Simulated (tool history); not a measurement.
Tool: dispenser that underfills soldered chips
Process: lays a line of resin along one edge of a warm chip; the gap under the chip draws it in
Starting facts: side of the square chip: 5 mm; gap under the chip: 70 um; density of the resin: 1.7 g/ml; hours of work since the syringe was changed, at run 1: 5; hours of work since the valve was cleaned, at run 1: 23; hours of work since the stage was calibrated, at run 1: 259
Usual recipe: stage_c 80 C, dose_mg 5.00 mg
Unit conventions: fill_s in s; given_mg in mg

run	hour	stage_c	dose_mg	hours of work since the syringe was changed	hours of work since the valve was cleaned	hours of work since the stage was calibrated	fill_s	given_mg
1	0.0	80	5.00	5	23	259	9.7	4.91
# hour 0.9: new syringe of resin
2	6.9	80	5.00	5	28	264	8.8	4.83
# hour 9.4: new syringe of resin
# hour 17.7: new syringe of resin
3	21.4	89	5.00	3	39	274	5.5	4.77
# hour 25.9: new syringe of resin
4	32.5	89	5.00	5	47	282	6.4	4.80
# hour 35.4: new syringe of resin
5	42.2	89	5.00	5	54	290	6.7	4.77
# hour 43.6: new syringe of resin
# hour 51.8: new syringe of resin
6	58.1	89	5.00	5	66	301	6.0	4.65
# hour 59.7: dispensing valve cleaned and set on the balance
# hour 62.1: new syringe of resin
# hour 70.7: new syringe of resin
7	71.0	81	4.80	0	8	310	6.2	4.81
# hour 78.9: new syringe of resin
8	81.1	81	4.80	2	16	317	6.2	4.75
# hour 87.5: new syringe of resin
9	90.1	77	6.06	2	22	324	7.9	5.99
# hour 96.3: new syringe of resin
10	96.9	77	6.06	0	27	329	7.5	5.85

Estimate the outcome of run 11 from the log above:
# hour 104.8: new syringe of resin
11	111.3	74	4.44	5	38	339	?	?

Run 11 measured fill_s 11.4 s, given_mg 4.26 mg.
Take away the tool's hidden state, keep the run-to-run variation as it was, and the same run would have given fill_s 8.2 s, given_mg 4.42 mg.
